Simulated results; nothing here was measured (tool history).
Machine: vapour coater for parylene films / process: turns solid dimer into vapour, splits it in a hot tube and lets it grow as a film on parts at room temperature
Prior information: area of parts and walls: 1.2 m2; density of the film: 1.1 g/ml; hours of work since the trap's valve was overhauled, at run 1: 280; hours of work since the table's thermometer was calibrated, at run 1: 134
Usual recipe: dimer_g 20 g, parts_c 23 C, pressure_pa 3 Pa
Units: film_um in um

run,day,dimer_g,parts_c,pressure_pa,hours of work since the trap's valve was overhauled,hours of work since the table's thermometer was calibrated,film_um
1,0,20,23,3,280,134,8.58
# day 0.946: trap's valve overhauled
2,1.058,20,23,3,1,143,8.44
3,1.671,20,23,3,7,149,8.32
4,2.217,20,23,3,13,155,8.32
5,2.8,20,23,3,19,161,8.3
6,3.8,20,23,3,29,171,8.3
7,4.417,20,23,3,35,177,8.17
8,5.521,20,29,3,46,188,7.24
# day 6.375: trap's valve overhauled, once more
9,6.412,20,18,3,0,195,10.48
10,7.029,20,18,3,7,201,10.44
11,7.65,20,18,7.72,13,207,9.7
12,8.579,28,23,3,22,217,13.14
13,9.188,15,23,3,28,223,7.21
14,9.904,20,23,3,35,230,9.55
15,10.754,20,23,3,44,238,9.39
16,11.271,19,23,3,49,244,8.97
17,11.867,19,23,3,55,250,8.98
18,12.633,19,23,3,63,257,8.89
19,13.629,19,23,3,73,267,8.75
20,14.608,19,24,3,82,277,8.58
21,15.7,10,24,3,93,288,4.51
22,16.525,20,23,3,101,296,9.36
23,17.112,20,23,3,107,302,9.3
24,17.6,20,23,3,112,307,9.34
25,18.179,20,29,10.41,118,313,7.55
26,19.05,20,29,10.41,127,321,7.44
27,19.629,21,29,4.36,133,327,8.38
28,20.45,13,22,8.31,141,335,5.64
29,21.475,13,22,3.99,151,346,5.92
30,22.317,13,22,3.99,159,354,5.9
31,23.383,13,22,3.99,170,365,5.86
32,24.346,15,24,3,180,374,6.59
33,24.988,12,28,3,186,381,4.91
34,26.192,12,28,3,198,393,4.85
35,27.1,31,28,3,207,402,12.63
36,28.179,31,23,2.73,218,413,13.73
37,28.775,9,20,9.6,224,419,3.82
38,29.829,14,18,10.62,234,429,6.31
39,30.779,17,31,10.62,244,439,5.9
40,31.467,9,23,2.36,251,446,4.04
41,32.538,9,23,2.36,262,456,4.02
42,33.312,20,18,3,269,464,9.71
43,33.838,31,31,3,275,469,11.53
44,34.533,19,18,3,282,476,9.07
# day 35.283: trap's valve overhauled
45,35.592,31,27,2.58,3,485,14.13
46,36.629,11,19,5.46,13,495,5.5
47,37.271,31,18,5.46,20,502,15.55

Measured minus without-hidden-state, run by run (identical run-to-run variation in each term; gauge scatter may differ):
The hidden state here: vapour lost through the trap's worn valve, %; true temperature of the parts over the reading, C; drift of the gauge itself on film_um, %.
run,film_um
1,-0.95
2,-1.26
3,-1.27
4,-1.29
5,-1.3
6,-1.34
7,-1.34
8,-1.23
9,-0.03
10,-0.05
11,-0.06
12,-0.13
13,-0.08
14,-0.14
15,-0.17
16,-0.17
17,-0.19
18,-0.21
19,-0.24
20,-0.27
21,-0.16
22,-0.36
23,-0.37
24,-0.4
25,-0.33
26,-0.35
27,-0.41
28,-0.3
29,-0.33
30,-0.35
31,-0.38
32,-0.44
33,-0.34
34,-0.36
35,-0.98
36,-1.13
37,-0.33
38,-0.56
39,-0.54
40,-0.38
41,-0.39
42,-0.99
43,-1.21
44,-0.98
45,+0.08
46,+0.02
47,+0.01
